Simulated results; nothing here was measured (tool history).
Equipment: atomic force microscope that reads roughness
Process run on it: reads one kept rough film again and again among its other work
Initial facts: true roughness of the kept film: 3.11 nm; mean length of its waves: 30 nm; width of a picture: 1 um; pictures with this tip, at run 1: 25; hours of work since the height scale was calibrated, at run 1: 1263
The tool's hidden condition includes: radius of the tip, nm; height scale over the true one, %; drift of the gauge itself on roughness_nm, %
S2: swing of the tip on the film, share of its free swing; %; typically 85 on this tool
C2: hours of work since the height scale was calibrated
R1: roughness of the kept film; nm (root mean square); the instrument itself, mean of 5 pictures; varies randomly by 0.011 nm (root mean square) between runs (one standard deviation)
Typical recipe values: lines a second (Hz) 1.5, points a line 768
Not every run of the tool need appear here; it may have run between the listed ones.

Run 1, day 0: usual settings; pictures with this tip 25; C2 1263. Result: R1 2.406 nm (root mean square).
At day 1.55: new tip fitted.
Run 2, day 2.258: usual settings; pictures with this tip 40; C2 1302. Result: R1 2.287 nm (root mean square).
At day 3.604: new tip fitted.
Run 3, day 4.492: usual settings; pictures with this tip 50; C2 1339. Result: R1 2.251 nm (root mean square).
At day 5.562: new tip fitted.
Run 4, day 6.267: usual settings but points a line 968; pictures with this tip 40; C2 1369. Result: R1 2.299 nm (root mean square).
Run 5, day 7.35: usual settings but S2 68 %, points a line 968; pictures with this tip 101; C2 1388. Result: R1 2.246 nm (root mean square).
At day 7.471: new tip fitted.
Run 6, day 8.821: usual settings but lines a second (Hz) 1.05, S2 68 %, points a line 968; pictures with this tip 76; C2 1413. Result: R1 2.386 nm (root mean square).
At day 9.354: new tip fitted.
Run 7, day 10.717: usual settings but points a line 394; pictures with this tip 76; C2 1445. Result: R1 2.145 nm (root mean square).
At day 11.242: new tip fitted.
Run 8, day 12.088: usual settings but S2 65 %; pictures with this tip 47; C2 1468. Result: R1 2.511 nm (root mean square).
At day 13.129: new tip fitted.
Run 9, day 13.65: usual settings but S2 65 %; pictures with this tip 29; C2 1494. Result: R1 2.593 nm (root mean square).
At day 15.158: new tip fitted.
Run 10, day 15.246: usual settings but S2 65 %; pictures with this tip 5; C2 1521. Result: R1 2.7 nm (root mean square).
At day 17.096: new tip fitted.
Run 11, day 17.146: usual settings but S2 70 %; pictures with this tip 3; C2 1553. Result: R1 2.633 nm (root mean square).
Run 12, day 18.617: usual settings but points a line 268; pictures with this tip 85; C2 1578. Result: R1 2.065 nm (root mean square).
At day 19.017: new tip fitted.
Run 13, day 20.238: usual settings but points a line 268; pictures with this tip 68; C2 1606. Result: R1 2.14 nm (root mean square).
At day 20.979: new tip fitted.
Run 14, day 21.321: usual settings; pictures with this tip 19; C2 1624. Result: R1 2.389 nm (root mean square).
Run 15, day 22.338: usual settings but points a line 810; pictures with this tip 77; C2 1641. Result: R1 2.129 nm (root mean square).
At day 22.892: new tip fitted.
Run 16, day 23.65: usual settings but points a line 1012; pictures with this tip 43; C2 1663. Result: R1 2.267 nm (root mean square).
At day 24.796: new tip fitted.
Run 17, day 25.492: usual settings but points a line 1012; pictures with this tip 39; C2 1695. Result: R1 2.322 nm (root mean square).
Run 18, day 26.433: usual settings but lines a second (Hz) 0.64; pictures with this tip 92; C2 1711. Result: R1 2.259 nm (root mean square).
At day 26.738: new tip fitted.
Run 19, day 28.096: usual settings but lines a second (Hz) 0.64; pictures with this tip 76; C2 1739. Result: R1 2.334 nm (root mean square).
At day 28.729: new tip fitted.
Run 20, day 29.604: usual settings but lines a second (Hz) 0.64; pictures with this tip 49; C2 1764. Result: R1 2.418 nm (root mean square).
At day 30.804: new tip fitted.
Run 21, day 31.846: usual settings but points a line 695; pictures with this tip 59; C2 1802. Result: R1 2.186 nm (root mean square).
At day 32.754: new tip fitted.
Run 22, day 33.321: usual settings but points a line 695; pictures with this tip 32; C2 1827. Result: R1 2.313 nm (root mean square).
Run 23, day 34.4: usual settings but points a line 467; pictures with this tip 93; C2 1845. Result: R1 2.057 nm (root mean square).
At day 34.767: new tip fitted.
Run 24, day 36.417: usual settings but points a line 467; pictures with this tip 93; C2 1880. Result: R1 2.089 nm (root mean square).
At day 36.704: new tip fitted.
Run 25, day 38.062: usual settings but points a line 467; pictures with this tip 77; C2 1907. Result: R1 2.108 nm (root mean square).
At day 38.625: new tip fitted.
Run 26, day 39.471: usual settings but points a line 467; pictures with this tip 48; C2 1931. Result: R1 2.254 nm (root mean square).
At day 40.571: new tip fitted.
Run 27, day 41.446: usual settings but points a line 467; pictures with this tip 50; C2 1965. Result: R1 2.241 nm (root mean square).
At day 42.458: new tip fitted.
Run 28, day 42.812: usual settings but lines a second (Hz) 1.28, S2 81 %, points a line 815; pictures with this tip 21; C2 1988. Result: R1 2.46 nm (root mean square).
Run 29, day 43.808: usual settings but lines a second (Hz) 2.56, S2 62 %, points a line 514; pictures with this tip 77; C2 2005. Result: R1 2.301 nm (root mean square).
At day 44.425: new tip fitted.
Run 30, day 45.529: usual settings but lines a second (Hz) 3.84, S2 55 %, points a line 408; pictures with this tip 62; C2 2034. Result: R1 2.362 nm (root mean square).
At day 46.312: new tip fitted.
Run 31, day 46.692: usual settings but lines a second (Hz) 3.84, S2 55 %, points a line 408; pictures with this tip 22; C2 2053. Result: R1 2.541 nm (root mean square).
At day 48.308: new tip fitted.
Run 32, day 48.404: usual settings but lines a second (Hz) 3.17, S2 58 %, points a line 470; pictures with this tip 6; C2 2082. Result: R1 2.611 nm (root mean square).
At day 48.554: height scale calibrated on a step standard.
Run 33, day 49.392: usual settings but lines a second (Hz) 1.84, S2 78 %; pictures with this tip 59; C2 14. Result: R1 2.195 nm (root mean square).
At day 50.254: new tip fitted.
Run 34, day 51.575: usual settings but lines a second (Hz) 2.76, S2 67 %, points a line 1017; pictures with this tip 75; C2 51. Result: R1 2.188 nm (root mean square).
At day 52.008: height scale calibrated on a step standard, once more.
At day 52.196: new tip fitted.
Run 35, day 53.138: usual settings but S2 84 %, points a line 517; pictures with this tip 53; C2 19. Result: R1 2.267 nm (root mean square).
At day 54.142: new tip fitted.
Run 36, day 54.662: usual settings but lines a second (Hz) 2.23; pictures with this tip 29; C2 45. Result: R1 2.237 nm (root mean square).
At day 56.117: new tip fitted.
Run 37, day 56.442: usual settings but lines a second (Hz) 3.86, points a line 841; pictures with this tip 18; C2 75. Result: R1 1.964 nm (root mean square).
Run 38, day 57.804: usual settings but points a line 392; pictures with this tip 95; C2 98. Result: R1 2.081 nm (root mean square).
At day 58.029: new tip fitted.
Run 39, day 59.771: usual settings but points a line 392; pictures with this tip 98; C2 131. Result: R1 2.063 nm (root mean square).
At day 59.925: new tip fitted.
Run 40, day 60.767: usual settings but points a line 392; pictures with this tip 47; C2 148. Result: R1 2.275 nm (root mean square).
At day 61.938: new tip fitted.
Run 41, day 62.096: usual settings but lines a second (Hz) 2.72, S2 73 %, points a line 789; pictures with this tip 9; C2 170. Result: R1 2.467 nm (root mean square).
Run 42, day 63.171: usual settings but lines a second (Hz) 3, S2 57 %, points a line 789; pictures with this tip 69; C2 189. Result: R1 2.397 nm (root mean square).
At day 63.829: new tip fitted.
Run 43, day 64.675: usual settings but lines a second (Hz) 3, S2 57 %, points a line 789; pictures with this tip 48; C2 214. Result: R1 2.488 nm (root mean square).
At day 65.754: new tip fitted.
Run 44, day 65.754: usual settings but lines a second (Hz) 2.55, S2 65 %, points a line 477; pictures with this tip 0; C2 232. Result: R1 2.658 nm (root mean square).
Run 45, day 66.938: usual settings but lines a second (Hz) 2.55, S2 65 %, points a line 477; pictures with this tip 66; C2 252. Result: R1 2.326 nm (root mean square).
At day 67.7: new tip fitted.
Run 46, day 68.704: usual settings but lines a second (Hz) 3.41, S2 58 %; pictures with this tip 57; C2 282. Result: R1 2.389 nm (root mean square).
At day 69.675: new tip fitted.
Run 47, day 70.162: usual settings but lines a second (Hz) 3.41, S2 58 %; pictures with this tip 27; C2 307. Result: R1 2.506 nm (root mean square).
At day 71.608: new tip fitted.
Run 48, day 72.212: usual settings but S2 71 %; pictures with this tip 34; C2 342. Result: R1 2.513 nm (root mean square).
Run 49, day 73.175: usual settings but S2 74 %, points a line 624; pictures with this tip 88; C2 358. Result: R1 2.257 nm (root mean square).
At day 73.575: new tip fitted.
Run 50, day 74.129: usual settings but lines a second (Hz) 3.12, S2 83 %, points a line 860; pictures with this tip 31; C2 374. Result: R1 2.094 nm (root mean square).
Run 51, day 75.238: usual settings but lines a second (Hz) 1.68, S2 56 %; pictures with this tip 94; C2 393. Result: R1 2.332 nm (root mean square).

3 ways to go on from here, each from the tool as it stands after run 51. What would each give?
At day 75.5: new tip fitted.
Run A, day 76.533: usual settings but S2 66 %, points a line 697; pictures with this tip 59; C2 415. Result: R1 ?.
At day 75.5: new tip fitted.
Run B, day 76.533: usual settings but lines a second (Hz) 0.79, S2 84 %, points a line 619; pictures with this tip 59; C2 415. Result: R1 ?.
At day 75.5: new tip fitted.
Run C, day 76.533: usual settings but lines a second (Hz) 0.57, S2 89 %, points a line 575; pictures with this tip 59; C2 415. Result: R1 ?.

run     R1
  A  2.442
  B  2.383
  C  2.405
Stripped of hidden state, with their random variation kept, the same runs would have yielded:
run     R1
  A  2.757
  B  2.688
  C  2.713
